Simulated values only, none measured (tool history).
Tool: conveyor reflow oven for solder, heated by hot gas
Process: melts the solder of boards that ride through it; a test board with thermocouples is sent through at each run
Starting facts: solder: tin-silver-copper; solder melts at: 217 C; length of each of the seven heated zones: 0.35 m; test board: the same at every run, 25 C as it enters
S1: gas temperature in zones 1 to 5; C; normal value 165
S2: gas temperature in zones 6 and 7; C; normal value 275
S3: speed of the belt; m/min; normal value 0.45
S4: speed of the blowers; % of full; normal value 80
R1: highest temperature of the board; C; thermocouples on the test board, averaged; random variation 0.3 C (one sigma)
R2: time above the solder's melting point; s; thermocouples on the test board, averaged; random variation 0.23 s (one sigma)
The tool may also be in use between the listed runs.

run,day,S1,S2,S3,S4,R1,R2
1,0,165,275,0.45,80,260.6,74.7
2,0.512,165,275,0.45,80,260.4,74.3
3,1.071,165,275,0.369,80,265.4,97.3
4,1.996,165,275,0.369,80,265.6,96.5
5,2.754,165,275,0.369,80,265.4,96.8
6,3.304,165,275,0.369,80,265.6,96.6
7,3.912,163,275,0.418,63,258.7,77.6
8,4.562,163,275,0.418,63,258.7,77.1
9,5.05,153,275,0.52,63,247.8,48.5
10,5.604,153,275,0.52,63,248,48.7

Each row is a separate what-if for the run after 10, all from the same tool condition, not one after another. Results?
# day 5.946: flux residue cleaned out of gas plates and filters
A,6.658,154,275,0.45,80,?,?
# day 5.946: flux residue cleaned out of gas plates and filters
B,6.658,161,275,0.462,63,?,?
# day 5.946: flux residue cleaned out of gas plates and filters
C,6.658,159,275,0.45,80,?,?
# day 5.946: flux residue cleaned out of gas plates and filters
D,6.658,174,275,0.517,63,?,?

run,R1,R2
A,261.1,72.5
B,257,67.7
C,261.1,73.9
D,254.9,63.2
Without the tool's unlogged condition, the same runs would have read:
run,R1,R2
A,261.8,72.1
B,257.6,67.3
C,261.7,73.4
D,255.5,62.8
